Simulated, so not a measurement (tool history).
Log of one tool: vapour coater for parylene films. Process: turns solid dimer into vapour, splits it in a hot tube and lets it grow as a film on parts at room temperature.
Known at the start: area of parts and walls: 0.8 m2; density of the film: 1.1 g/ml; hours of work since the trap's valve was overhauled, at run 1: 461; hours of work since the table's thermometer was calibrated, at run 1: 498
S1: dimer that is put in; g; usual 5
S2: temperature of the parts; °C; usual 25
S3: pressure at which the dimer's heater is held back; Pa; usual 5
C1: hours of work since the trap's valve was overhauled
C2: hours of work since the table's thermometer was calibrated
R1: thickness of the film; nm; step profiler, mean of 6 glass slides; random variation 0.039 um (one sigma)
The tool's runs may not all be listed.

Run 1, hour 0: usual settings; C1 461; C2 498. Result: R1 3950 nm.
Run 2, hour 16.7: usual settings; C1 474; C2 511. Result: R1 3940 nm.
Run 3, hour 41: usual settings; C1 492; C2 529. Result: R1 3920 nm.
At hour 47.3: trap's valve overhauled.
Run 4, hour 64.9: usual settings but S1 3 g; C1 13; C2 544. Result: R1 2590 nm.
Run 5, hour 89.8: usual settings but S1 3 g; C1 32; C2 563. Result: R1 2550 nm.
Run 6, hour 105.3: usual settings; C1 44; C2 575. Result: R1 4190 nm.
Run 7, hour 130.2: usual settings but S2 17 °C; C1 63; C2 593. Result: R1 5040 nm.
Run 8, hour 149.9: usual settings but S1 3 g; C1 77; C2 608. Result: R1 2510 nm.
Run 9, hour 168.7: usual settings but S1 3 g; C1 92; C2 622. Result: R1 2520 nm.
Run 10, hour 179.8: usual settings but S1 3 g; C1 100; C2 631. Result: R1 2540 nm.
Run 11, hour 199.4: usual settings but S1 3 g; C1 115; C2 645. Result: R1 2480 nm.
Run 12, hour 218.9: usual settings but S1 3 g; C1 129; C2 660. Result: R1 2460 nm.
Run 13, hour 238.4: usual settings; C1 144; C2 675. Result: R1 4110 nm.
Run 14, hour 251.5: usual settings but S2 37 °C; C1 154; C2 685. Result: R1 3100 nm.
Run 15, hour 269.5: usual settings but S1 2 g; C1 168; C2 698. Result: R1 1650 nm.
Run 16, hour 281.3: usual settings; C1 176; C2 707. Result: R1 4090 nm.
Run 17, hour 300.7: usual settings; C1 191; C2 722. Result: R1 4160 nm.
Run 18, hour 320.5: usual settings; C1 206; C2 737. Result: R1 4060 nm.
Run 19, hour 345.5: usual settings; C1 225; C2 756. Result: R1 4110 nm.
Run 20, hour 359.5: usual settings; C1 235; C2 766. Result: R1 4090 nm.
Run 21, hour 373.5: usual settings but S1 3 g; C1 246; C2 777. Result: R1 2510 nm.
Run 22, hour 386.9: usual settings but S1 3 g; C1 256; C2 787. Result: R1 2460 nm.
Run 23, hour 410.9: usual settings but S1 4 g, S2 26 °C, S3 2.07 Pa; C1 274; C2 805. Result: R1 3760 nm.
Run 24, hour 429.9: usual settings but S1 9 g, S2 26 °C, S3 4.11 Pa; C1 288; C2 819. Result: R1 7350 nm.
Run 25, hour 456.9: usual settings but S1 3 g, S2 26 °C, S3 8.06 Pa; C1 309; C2 840. Result: R1 2150 nm.
Run 26, hour 481: usual settings but S2 26 °C, S3 7.08 Pa; C1 327; C2 858. Result: R1 3720 nm.
Run 27, hour 507.9: usual settings but S2 21 °C, S3 5.9 Pa; C1 347; C2 878. Result: R1 4320 nm.
Run 28, hour 534.7: usual settings but S1 3 g, S2 31 °C, S3 2.28 Pa; C1 367; C2 898. Result: R1 2410 nm.
Run 29, hour 556.9: usual settings but S1 3 g, S2 31 °C, S3 7.59 Pa; C1 384; C2 915. Result: R1 1950 nm.
Run 30, hour 568.1: usual settings; C1 393; C2 923. Result: R1 4060 nm.
Run 31, hour 580: usual settings but S1 7 g, S2 33 °C, S3 3.18 Pa; C1 402; C2 932. Result: R1 5110 nm.
Run 32, hour 591.7: usual settings but S1 2 g, S2 23 °C, S3 10.47 Pa; C1 410; C2 941. Result: R1 1470 nm.
Run 33, hour 614.4: usual settings but S1 2 g, S2 31 °C, S3 2 Pa; C1 428; C2 958. Result: R1 1640 nm.
Run 34, hour 636.4: usual settings but S1 2 g, S2 31 °C, S3 2 Pa; C1 444; C2 975. Result: R1 1640 nm.
Run 35, hour 661.2: usual settings but S1 2 g, S2 17 °C, S3 2.6 Pa; C1 463; C2 994. Result: R1 2050 nm.
At hour 664.1: table's thermometer calibrated.
Run 36, hour 676.6: usual settings but S1 2 g, S2 35 °C, S3 2.89 Pa; C1 474; C2 9. Result: R1 1370 nm.
Run 37, hour 695.1: usual settings but S1 6 g, S2 27 °C, S3 3.04 Pa; C1 488; C2 23. Result: R1 4900 nm.

4 ways to go on from here, each from the tool as it stands after run 37. What would each give?
At hour 707.3: trap's valve overhauled.
Run A, hour 724.3: usual settings but S1 6 g, S2 27 °C, S3 3.04 Pa; C1 13; C2 42. Result: R1 ?.
At hour 707.3: trap's valve overhauled.
Run B, hour 724.3: usual settings but S1 7 g, S3 3.4 Pa; C1 13; C2 42. Result: R1 ?.
At hour 707.3: trap's valve overhauled.
Run C, hour 724.3: usual settings but S2 18 °C; C1 13; C2 42. Result: R1 ?.
At hour 707.3: trap's valve overhauled.
Run D, hour 724.3: usual settings but S1 4 g, S3 9 Pa; C1 13; C2 42. Result: R1 ?.

run    R1
  A  5310
  B  6320
  C  5000
  D  2940
Without the tool's hidden state the same runs would have given:
run    R1
  A  5340
  B  6360
  C  5030
  D  2960

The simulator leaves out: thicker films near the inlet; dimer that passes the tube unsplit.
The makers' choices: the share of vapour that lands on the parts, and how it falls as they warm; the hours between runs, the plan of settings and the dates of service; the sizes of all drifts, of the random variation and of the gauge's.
